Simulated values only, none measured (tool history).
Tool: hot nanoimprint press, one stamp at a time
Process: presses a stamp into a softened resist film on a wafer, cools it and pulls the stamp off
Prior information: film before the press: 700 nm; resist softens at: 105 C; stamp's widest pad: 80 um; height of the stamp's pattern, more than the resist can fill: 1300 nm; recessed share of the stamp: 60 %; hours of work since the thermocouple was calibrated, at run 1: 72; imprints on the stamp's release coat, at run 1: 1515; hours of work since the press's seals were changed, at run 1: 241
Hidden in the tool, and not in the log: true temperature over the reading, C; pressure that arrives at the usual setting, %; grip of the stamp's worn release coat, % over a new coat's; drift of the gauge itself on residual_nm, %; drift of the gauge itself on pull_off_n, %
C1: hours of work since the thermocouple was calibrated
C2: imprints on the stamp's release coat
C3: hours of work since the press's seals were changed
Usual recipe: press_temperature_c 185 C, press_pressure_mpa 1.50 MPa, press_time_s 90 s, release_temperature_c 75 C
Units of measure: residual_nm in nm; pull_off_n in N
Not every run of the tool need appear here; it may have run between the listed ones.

Run 1, day 0.000: usual settings; C1 72; C2 1515; C3 241. Result: residual_nm 384.7 nm, pull_off_n 299 N.
Run 2, day 0.188: usual settings; C1 75; C2 1527; C3 244. Result: residual_nm 383.9 nm, pull_off_n 291 N.
Run 3, day 0.496: usual settings; C1 80; C2 1546; C3 250. Result: residual_nm 382.8 nm, pull_off_n 291 N.
Run 4, day 0.654: usual settings but press_time_s 60 s; C1 83; C2 1556; C3 253. Result: residual_nm 438.3 nm, pull_off_n 296 N.
Run 5, day 0.850: usual settings; C1 87; C2 1568; C3 256. Result: residual_nm 384.2 nm, pull_off_n 297 N.
Run 6, day 1.054: usual settings; C1 90; C2 1581; C3 260. Result: residual_nm 385.3 nm, pull_off_n 297 N.
Run 7, day 1.396: usual settings; C1 96; C2 1602; C3 265. Result: residual_nm 386.1 nm, pull_off_n 297 N.
Run 8, day 1.746: usual settings; C1 102; C2 1624; C3 272. Result: residual_nm 383.4 nm, pull_off_n 307 N.
Run 9, day 1.933: usual settings; C1 105; C2 1636; C3 275. Result: residual_nm 385.2 nm, pull_off_n 300 N.
Run 10, day 2.154: usual settings; C1 109; C2 1650; C3 279. Result: residual_nm 384.8 nm, pull_off_n 289 N.
Run 11, day 2.529: usual settings; C1 116; C2 1673; C3 285. Result: residual_nm 386.3 nm, pull_off_n 303 N.
Run 12, day 2.896: usual settings but press_temperature_c 189 C, press_pressure_mpa 1.24 MPa, release_temperature_c 73 C; C1 122; C2 1696; C3 292. Result: residual_nm 366.7 nm, pull_off_n 307 N.
Run 13, day 3.175: usual settings but press_temperature_c 189 C, press_pressure_mpa 1.24 MPa, release_temperature_c 73 C; C1 127; C2 1714; C3 297. Result: residual_nm 365.4 nm, pull_off_n 316 N.
Run 14, day 3.521: usual settings but press_temperature_c 189 C, press_pressure_mpa 1.24 MPa, release_temperature_c 73 C; C1 133; C2 1736; C3 303. Result: residual_nm 362.0 nm, pull_off_n 323 N.
Run 15, day 3.854: usual settings but press_temperature_c 187 C, release_temperature_c 62 C; C1 139; C2 1757; C3 308. Result: residual_nm 360.1 nm, pull_off_n 357 N.
Run 16, day 4.221: usual settings but press_temperature_c 173 C, press_pressure_mpa 1.36 MPa, press_time_s 58 s, release_temperature_c 69 C; C1 145; C2 1779; C3 315. Result: residual_nm 593.9 nm, pull_off_n 349 N.
Run 17, day 4.425: usual settings but press_temperature_c 186 C, press_pressure_mpa 1.36 MPa, press_time_s 58 s, release_temperature_c 73 C; C1 149; C2 1792; C3 318. Result: residual_nm 441.7 nm, pull_off_n 323 N.
Run 18, day 4.608: usual settings but press_temperature_c 186 C, press_pressure_mpa 1.36 MPa, press_time_s 58 s, release_temperature_c 73 C; C1 152; C2 1804; C3 322. Result: residual_nm 439.2 nm, pull_off_n 320 N.
Run 19, day 4.775: usual settings but press_temperature_c 183 C, press_pressure_mpa 1.36 MPa, press_time_s 177 s, release_temperature_c 73 C; C1 155; C2 1814; C3 324. Result: residual_nm 340.9 nm, pull_off_n 320 N.
Run 20, day 5.054: usual settings but press_temperature_c 183 C, press_pressure_mpa 1.36 MPa, press_time_s 177 s, release_temperature_c 73 C; C1 160; C2 1832; C3 329. Result: residual_nm 338.9 nm, pull_off_n 298 N.

Consider 3 possible next runs. They are alternatives, not a sequence: every one starts from the tool as it was left by run 20. What does each give?
Run A, day 5.346: usual settings but press_temperature_c 183 C, press_pressure_mpa 1.60 MPa, press_time_s 177 s, release_temperature_c 80 C; C1 165; C2 1850; C3 334. Result: residual_nm ?, pull_off_n ?.
Run B, day 5.346: usual settings but press_temperature_c 180 C, press_pressure_mpa 2.08 MPa, release_temperature_c 66 C; C1 165; C2 1850; C3 334. Result: residual_nm ?, pull_off_n ?.
Run C, day 5.346: usual settings but press_temperature_c 187 C, press_pressure_mpa 1.26 MPa, release_temperature_c 81 C; C1 165; C2 1850; C3 334. Result: residual_nm ?, pull_off_n ?.

run  residual_nm  pull_off_n
  A        312.7         284
  B        401.0         354
  C        388.0         282
The same runs, with their run-to-run variation unchanged, on a tool lacking any hidden condition would have given:
run  residual_nm  pull_off_n
  A        314.5         221
  B        401.8         276
  C        390.6         220

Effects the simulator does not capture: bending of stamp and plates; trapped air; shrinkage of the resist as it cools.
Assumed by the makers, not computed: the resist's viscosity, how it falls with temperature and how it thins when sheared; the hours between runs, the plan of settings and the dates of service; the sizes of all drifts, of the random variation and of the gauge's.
